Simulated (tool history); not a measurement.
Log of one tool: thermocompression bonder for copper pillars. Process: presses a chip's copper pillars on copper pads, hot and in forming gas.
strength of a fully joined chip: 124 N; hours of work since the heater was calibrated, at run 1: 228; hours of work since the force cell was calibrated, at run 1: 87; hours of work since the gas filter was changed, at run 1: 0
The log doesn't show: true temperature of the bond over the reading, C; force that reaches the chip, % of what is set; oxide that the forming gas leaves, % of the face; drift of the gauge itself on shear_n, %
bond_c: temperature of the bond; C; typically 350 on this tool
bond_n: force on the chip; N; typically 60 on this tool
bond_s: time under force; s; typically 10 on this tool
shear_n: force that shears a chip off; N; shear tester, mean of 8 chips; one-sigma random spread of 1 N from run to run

| run | hour | bond_c | bond_n | bond_s | hours of work since the heater was calibrated | hours of work since the force cell was calibrated | hours of work since the gas filter was changed | shear_n |
|---|---|---|---|---|---|---|---|---|
| 1 | 0 | 350 | 60 | 10 | 228 | 87 | 0 | 84.5 |
| 2 | 4.6 | 350 | 60 | 10 | 231 | 89 | 2 | 84.8 |
| 3 | 10.2 | 350 | 40 | 10 | 233 | 92 | 5 | 60.7 |
| 4 | 19.1 | 350 | 60 | 10 | 237 | 96 | 9 | 84.6 |
| 5 | 26.2 | 350 | 60 | 10 | 241 | 99 | 12 | 84.5 |
| 6 | 34.2 | 343 | 60 | 10 | 245 | 103 | 16 | 77.9 |
| 7 | 42.6 | 343 | 60 | 10 | 249 | 107 | 20 | 80.2 |
| 8 | 47 | 343 | 60 | 10 | 251 | 109 | 22 | 81 |
| 9 | 51.1 | 343 | 60 | 10 | 253 | 111 | 24 | 80.1 |
| 10 | 58.9 | 343 | 60 | 10 | 256 | 115 | 28 | 79.6 |
| 11 | 65.3 | 343 | 60 | 10 | 259 | 118 | 31 | 79.9 |
| 12 | 72.7 | 350 | 78 | 10 | 263 | 121 | 34 | 100.5 |
| 13 | 76.8 | 350 | 78 | 10 | 265 | 123 | 36 | 99.2 |
| 14 | 82.8 | 350 | 78 | 10 | 267 | 126 | 39 | 99.3 |
| 15 | 87.7 | 350 | 60 | 10 | 270 | 128 | 41 | 83.4 |
| 16 | 92.3 | 342 | 60 | 10 | 272 | 130 | 44 | 79.5 |
| 17 | 97.5 | 350 | 60 | 10 | 274 | 133 | 46 | 82.9 |
|  | 100 | heater calibrated with a thermocouple chip |
| 18 | 107.2 | 350 | 60 | 10 | 3 | 136 | 50 | 82.5 |
| 19 | 114.6 | 350 | 60 | 10 | 7 | 140 | 53 | 86.3 |
| 20 | 121.7 | 350 | 60 | 10 | 10 | 143 | 57 | 83.5 |
|  | 127.1 | heater calibrated with a thermocouple chip, once more |
| 21 | 130.2 | 366 | 46 | 10 | 1 | 146 | 60 | 79.6 |
| 22 | 138.9 | 366 | 46 | 10 | 6 | 150 | 64 | 80.1 |
| 23 | 147.6 | 350 | 36 | 15 | 10 | 155 | 68 | 63.8 |
| 24 | 154.2 | 350 | 36 | 15 | 13 | 158 | 71 | 65.6 |
| 25 | 159.3 | 350 | 36 | 15 | 15 | 160 | 73 | 65 |
| 26 | 166.4 | 350 | 36 | 15 | 19 | 163 | 77 | 62.9 |
| 27 | 172.7 | 321 | 57 | 5 | 22 | 166 | 80 | 48.4 |
| 28 | 180.4 | 350 | 60 | 6 | 25 | 170 | 83 | 73.9 |
| 29 | 186.6 | 332 | 60 | 10 | 28 | 173 | 86 | 71.7 |
| 30 | 191.4 | 343 | 42 | 8 | 30 | 175 | 89 | 56.2 |
| 31 | 199.2 | 336 | 84 | 12 | 34 | 179 | 92 | 97.9 |
| 32 | 208.5 | 350 | 63 | 10 | 38 | 183 | 97 | 88.3 |
| 33 | 213.9 | 350 | 63 | 10 | 41 | 186 | 99 | 88.4 |
| 34 | 221.3 | 350 | 87 | 10 | 45 | 189 | 103 | 102.1 |
| 35 | 227.1 | 333 | 87 | 9 | 47 | 192 | 105 | 92.9 |
| 36 | 236.5 | 369 | 44 | 12 | 52 | 197 | 110 | 81.2 |
| 37 | 242.1 | 369 | 44 | 12 | 54 | 199 | 113 | 81.3 |
| 38 | 248.5 | 380 | 49 | 7 | 57 | 202 | 116 | 83 |
| 39 | 254.4 | 380 | 62 | 24 | 60 | 205 | 118 | 113.9 |
| 40 | 259.7 | 380 | 62 | 24 | 63 | 208 | 121 | 115.5 |

3 ways to go on from here, each from the tool as it stands after run 40. What would each give?
| A | 268.1 | 357 | 62 | 22 | 67 | 212 | 125 | ? |
| B | 268.1 | 346 | 58 | 24 | 67 | 212 | 125 | ? |
| C | 268.1 | 346 | 51 | 8 | 67 | 212 | 125 | ? |

| run | shear_n |
|---|---|
| A | 105.3 |
| B | 99.7 |
| C | 67.8 |
Stripped of hidden state, with their random variation kept, the same runs would have yielded:
| run | shear_n |
|---|---|
| A | 107.8 |
| B | 102.1 |
| C | 69.2 |

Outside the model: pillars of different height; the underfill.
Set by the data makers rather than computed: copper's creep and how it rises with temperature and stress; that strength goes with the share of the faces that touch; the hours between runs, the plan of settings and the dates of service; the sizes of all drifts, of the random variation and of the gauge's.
